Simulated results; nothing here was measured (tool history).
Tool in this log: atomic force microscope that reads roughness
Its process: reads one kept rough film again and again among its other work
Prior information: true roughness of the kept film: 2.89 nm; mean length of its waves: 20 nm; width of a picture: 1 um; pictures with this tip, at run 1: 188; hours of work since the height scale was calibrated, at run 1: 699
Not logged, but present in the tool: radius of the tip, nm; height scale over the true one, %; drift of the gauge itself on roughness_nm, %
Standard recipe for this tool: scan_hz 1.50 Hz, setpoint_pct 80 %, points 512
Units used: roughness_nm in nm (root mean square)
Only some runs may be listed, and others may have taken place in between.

run	hour	scan_hz	setpoint_pct	points	pictures with this tip	hours of work since the height scale was calibrated	roughness_nm
1	0.0	1.50	80	512	188	699	1.666
2	23.7	1.50	80	512	226	713	1.593
# hour 27.8: new tip fitted
3	75.8	1.50	80	512	77	742	1.956
4	125.1	1.50	80	512	155	770	1.780
5	163.9	0.79	80	512	217	791	1.733
# hour 176.2: new tip fitted
6	190.1	1.50	80	512	22	806	2.116
7	224.9	1.50	80	512	78	825	1.941
8	263.1	1.50	80	512	138	847	1.799
9	316.8	1.50	60	512	224	877	1.774
# hour 323.5: new tip fitted
10	353.2	1.50	72	512	48	897	2.111
11	404.1	1.50	80	512	129	926	1.800
12	458.0	3.77	80	512	214	956	1.373
# hour 470.7: new tip fitted
13	482.8	1.50	80	512	19	970	2.119
14	510.9	1.50	80	512	63	986	2.015
15	549.1	1.50	80	512	124	1007	1.867
16	601.9	1.50	80	805	208	1037	1.694
# hour 617.7: new tip fitted
17	646.0	1.50	80	805	45	1061	2.034
18	671.4	1.55	80	805	86	1076	1.913
19	697.4	1.55	71	805	127	1090	1.900
20	747.9	1.55	71	805	207	1119	1.715
# hour 764.6: new tip fitted
21	775.9	1.50	80	512	18	1134	2.114
22	825.3	1.50	80	512	96	1162	1.890
23	866.3	1.50	80	512	161	1185	1.730
24	898.8	1.50	75	564	213	1203	1.680
# hour 910.3: new tip fitted
25	936.0	1.67	56	274	40	1224	2.201
26	978.4	0.56	59	421	108	1248	2.097
27	1021.3	1.50	74	832	176	1272	1.798
# hour 1059.9: new tip fitted
28	1069.9	1.50	80	436	16	1299	2.116
29	1124.0	1.50	80	436	102	1329	1.871
30	1158.3	2.36	84	761	157	1349	1.585
31	1201.1	2.36	84	761	225	1373	1.475
# hour 1206.3: new tip fitted
32	1237.0	3.39	56	849	49	1393	2.142
33	1278.2	0.55	83	392	114	1416	1.959
34	1323.7	0.95	88	296	187	1441	1.661
# hour 1341.7: height scale calibrated on a step standard
# hour 1354.9: new tip fitted
35	1379.4	1.25	63	581	39	21	2.290
36	1422.7	1.25	63	581	107	45	2.082
37	1467.6	1.25	63	581	179	71	1.898
# hour 1503.0: new tip fitted
38	1523.9	3.40	67	654	33	102	2.041
39	1558.6	2.36	64	968	88	121	2.031
40	1594.7	2.36	64	968	146	142	1.878
# hour 1648.9: new tip fitted
41	1648.9	1.66	63	533	0	172	2.365
42	1701.1	1.64	81	347	83	201	1.892
43	1732.8	0.68	67	512	134	219	2.002

Branching from run 43: 5 alternative next runs. What would each branch give?
A	1768.7	0.89	90	512	190	239	?
B	1768.7	2.29	67	665	190	239	?
C	1768.7	0.68	56	391	190	239	?
D	1768.7	1.92	67	968	190	239	?
E	1768.7	1.38	75	512	190	239	?

run	roughness_nm
A	1.730
B	1.768
C	1.894
D	1.800
E	1.788
Take away the tool's hidden state, keep each run's random variation, and the runs would have read:
run	roughness_nm
A	2.231
B	2.279
C	2.445
D	2.322
E	2.303
